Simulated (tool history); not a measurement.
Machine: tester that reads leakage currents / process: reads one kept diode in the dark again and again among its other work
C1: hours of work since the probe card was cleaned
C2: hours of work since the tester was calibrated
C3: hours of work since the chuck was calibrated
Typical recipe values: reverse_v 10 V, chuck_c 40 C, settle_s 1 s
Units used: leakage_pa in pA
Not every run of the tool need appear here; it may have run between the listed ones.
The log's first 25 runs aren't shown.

run 26 hour=1252.2 | reverse_v=10 chuck_c=52 settle_s=1 | C1=892 C2=1913 C3=66 | leakage_pa=1835.15
run 27 hour=1301.2 | reverse_v=10 chuck_c=52 settle_s=1 | C1=930 C2=1952 C3=105 | leakage_pa=1813.16
run 28 hour=1347.7 | reverse_v=16.6 chuck_c=52 settle_s=2.66 | C1=967 C2=1988 C3=141 | leakage_pa=2174.68
run 29 hour=1393.6 | reverse_v=16.6 chuck_c=52 settle_s=2.66 | C1=1003 C2=2024 C3=177 | leakage_pa=2170.55
run 30 hour=1423.8 | reverse_v=10 chuck_c=52 settle_s=1 | C1=1026 C2=2048 C3=201 | leakage_pa=1781.98
run 31 hour=1470.8 | reverse_v=10 chuck_c=40 settle_s=7.87 | C1=1063 C2=2085 C3=238 | leakage_pa=759.53
run 32 hour=1534.9 | reverse_v=10 chuck_c=35 settle_s=1 | C1=1113 C2=2135 C3=288 | leakage_pa=525.48
run 33 hour=1587.2 | reverse_v=1.7 chuck_c=22 settle_s=2.67 | C1=1154 C2=2176 C3=329 | leakage_pa=95.59
run 34 hour=1625.4 | reverse_v=1.7 chuck_c=30 settle_s=2.67 | C1=1184 C2=2206 C3=359 | leakage_pa=180.07
run 35 hour=1678.2 | reverse_v=3.2 chuck_c=41 settle_s=1.12 | C1=1226 C2=2247 C3=400 | leakage_pa=521.11
-- hour=1712.3 probe card cleaned and baked
run 36 hour=1734.8 | reverse_v=3.2 chuck_c=41 settle_s=1.12 | C1=18 C2=2289 C3=442 | leakage_pa=515.23
run 37 hour=1788.3 | reverse_v=3.2 chuck_c=48 settle_s=1.12 | C1=60 C2=2331 C3=484 | leakage_pa=841.88
run 38 hour=1827 | reverse_v=10 chuck_c=45 settle_s=1.1 | C1=90 C2=2361 C3=514 | leakage_pa=1029.8

Alternative continuations, all from the tool just after run 38; predict every row:
run A hour=1871.5 | reverse_v=10 chuck_c=45 settle_s=8.01 | C1=125 C2=2396 C3=549 | leakage_pa=?
run B hour=1871.5 | reverse_v=10 chuck_c=45 settle_s=3.32 | C1=125 C2=2396 C3=549 | leakage_pa=?
run C hour=1871.5 | reverse_v=2.5 chuck_c=26 settle_s=1.1 | C1=125 C2=2396 C3=549 | leakage_pa=?
run D hour=1871.5 | reverse_v=12.6 chuck_c=57 settle_s=1 | C1=125 C2=2396 C3=549 | leakage_pa=?

run=A leakage_pa=1022.48
run=B leakage_pa=1028.44
run=C leakage_pa=145.59
run=D leakage_pa=2571.44
Without the tool's unlogged condition, the same runs would have read:
run=A leakage_pa=1131.15
run=B leakage_pa=1137.68
run=C leakage_pa=162.85
run=D leakage_pa=2826.83
